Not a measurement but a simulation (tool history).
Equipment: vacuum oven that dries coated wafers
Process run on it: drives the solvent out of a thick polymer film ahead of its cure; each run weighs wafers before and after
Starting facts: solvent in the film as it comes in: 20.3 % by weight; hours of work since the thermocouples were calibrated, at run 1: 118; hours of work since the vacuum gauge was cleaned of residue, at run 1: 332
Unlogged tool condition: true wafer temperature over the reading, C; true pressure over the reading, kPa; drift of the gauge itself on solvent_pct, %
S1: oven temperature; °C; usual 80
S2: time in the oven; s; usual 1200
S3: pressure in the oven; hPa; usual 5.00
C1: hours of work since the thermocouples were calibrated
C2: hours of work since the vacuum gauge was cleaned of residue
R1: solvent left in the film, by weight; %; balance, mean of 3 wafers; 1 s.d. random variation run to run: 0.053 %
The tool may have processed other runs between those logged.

| run | hour | S1 | S2 | S3 | C1 | C2 | R1 |
|---|---|---|---|---|---|---|---|
| 1 | 0.0 | 80 | 1200 | 5.00 | 118 | 332 | 1.76 |
| 2 | 24.8 | 80 | 1200 | 5.00 | 131 | 346 | 1.80 |
| 3 | 44.3 | 80 | 660 | 5.00 | 142 | 356 | 4.34 |
| 4 | 73.1 | 80 | 1200 | 2.97 | 158 | 372 | 1.43 |
| 5 | 102.4 | 94 | 1200 | 5.00 | 174 | 388 | 0.60 |
| 6 | 117.1 | 94 | 1200 | 5.00 | 182 | 396 | 0.47 |
| 7 | 145.1 | 94 | 1200 | 5.00 | 197 | 412 | 0.63 |
| 8 | 174.8 | 94 | 1200 | 5.00 | 214 | 428 | 0.70 |
| 9 | 192.3 | 94 | 1500 | 5.00 | 223 | 438 | 0.50 |
| 10 | 212.1 | 94 | 1500 | 5.00 | 234 | 449 | 0.50 |
| 11 | 236.8 | 80 | 1200 | 5.00 | 248 | 462 | 1.82 |
| 12 | 253.0 | 80 | 1200 | 5.00 | 257 | 471 | 1.83 |
| 13 | 265.7 | 84 | 1200 | 5.00 | 264 | 478 | 1.29 |
| 14 | 294.1 | 80 | 1620 | 5.00 | 279 | 494 | 1.18 |
| 15 | 309.9 | 80 | 1620 | 5.00 | 288 | 502 | 1.28 |
| 16 | 325.1 | 80 | 1620 | 5.00 | 296 | 511 | 1.26 |
| 17 | 346.5 | 80 | 1620 | 5.00 | 308 | 522 | 1.13 |
| 18 | 366.4 | 80 | 1620 | 5.00 | 319 | 533 | 1.23 |
| 19 | 387.4 | 80 | 1620 | 5.00 | 330 | 545 | 1.15 |
| 20 | 400.4 | 80 | 1620 | 5.00 | 338 | 552 | 1.27 |
| 21 | 416.6 | 80 | 1140 | 5.00 | 346 | 561 | 2.05 |
| 22 | 435.4 | 80 | 1200 | 5.00 | 357 | 571 | 1.90 |
| 23 | 448.1 | 80 | 1200 | 3.93 | 364 | 578 | 1.75 |
| 24 | 475.3 | 80 | 1200 | 3.93 | 379 | 593 | 1.85 |
| 25 | 498.3 | 69 | 1560 | 5.00 | 391 | 606 | 3.08 |
| 26 | 518.8 | 69 | 1560 | 5.00 | 403 | 617 | 3.04 |
| 27 | 542.2 | 80 | 1200 | 3.19 | 415 | 630 | 1.67 |
| 28 | 559.0 | 80 | 1200 | 3.19 | 425 | 639 | 1.65 |
| 29 | 579.0 | 80 | 660 | 13.25 | 436 | 650 | 5.37 |
| 30 | 592.5 | 80 | 660 | 13.25 | 443 | 657 | 5.44 |
| 31 | 619.4 | 79 | 1980 | 13.25 | 458 | 672 | 2.42 |
| 32 | 638.8 | 79 | 1980 | 13.25 | 469 | 683 | 2.42 |
| 33 | 663.7 | 80 | 1200 | 5.54 | 482 | 697 | 1.94 |
| 34 | 681.1 | 83 | 1080 | 5.54 | 492 | 706 | 1.87 |
| 35 | 706.9 | 83 | 1080 | 5.54 | 506 | 720 | 1.83 |
| 36 | 719.8 | 86 | 900 | 5.54 | 513 | 727 | 2.05 |
| 37 | 742.4 | 75 | 1200 | 11.30 | 525 | 740 | 3.87 |
| 38 | 756.3 | 78 | 780 | 4.58 | 533 | 747 | 4.01 |
| 39 | 769.8 | 65 | 780 | 6.08 | 540 | 755 | 7.90 |
| 40 | 788.7 | 89 | 720 | 4.32 | 551 | 765 | 2.05 |
| 41 | 814.1 | 80 | 1200 | 19.27 | 565 | 779 | 3.93 |
| 42 | 839.0 | 80 | 1200 | 19.27 | 578 | 793 | 3.91 |
| 43 | 865.0 | 80 | 1200 | 19.27 | 593 | 807 | 3.99 |
| 44 | 877.2 | 80 | 1020 | 4.28 | 599 | 814 | 2.40 |
| 45 | 902.7 | 77 | 1200 | 5.20 | 613 | 828 | 2.64 |
| 46 | 923.6 | 70 | 2040 | 7.85 | 625 | 839 | 2.76 |
| 47 | 943.7 | 82 | 1200 | 4.85 | 636 | 850 | 1.72 |
| 48 | 965.6 | 89 | 1200 | 11.83 | 648 | 862 | 1.64 |

3 options for the next run, each taken on its own from the tool as it stands now. Forecast them:
| A | 989.0 | 84 | 1020 | 11.83 | 661 | 875 | ? |
| B | 989.0 | 87 | 2160 | 11.83 | 661 | 875 | ? |
| C | 989.0 | 89 | 840 | 5.50 | 661 | 875 | ? |

| run | R1 |
|---|---|
| A | 2.71 |
| B | 1.48 |
| C | 1.76 |
With no hidden state in the tool, these same runs would have given:
| run | R1 |
|---|---|
| A | 2.43 |
| B | 1.28 |
| C | 1.53 |
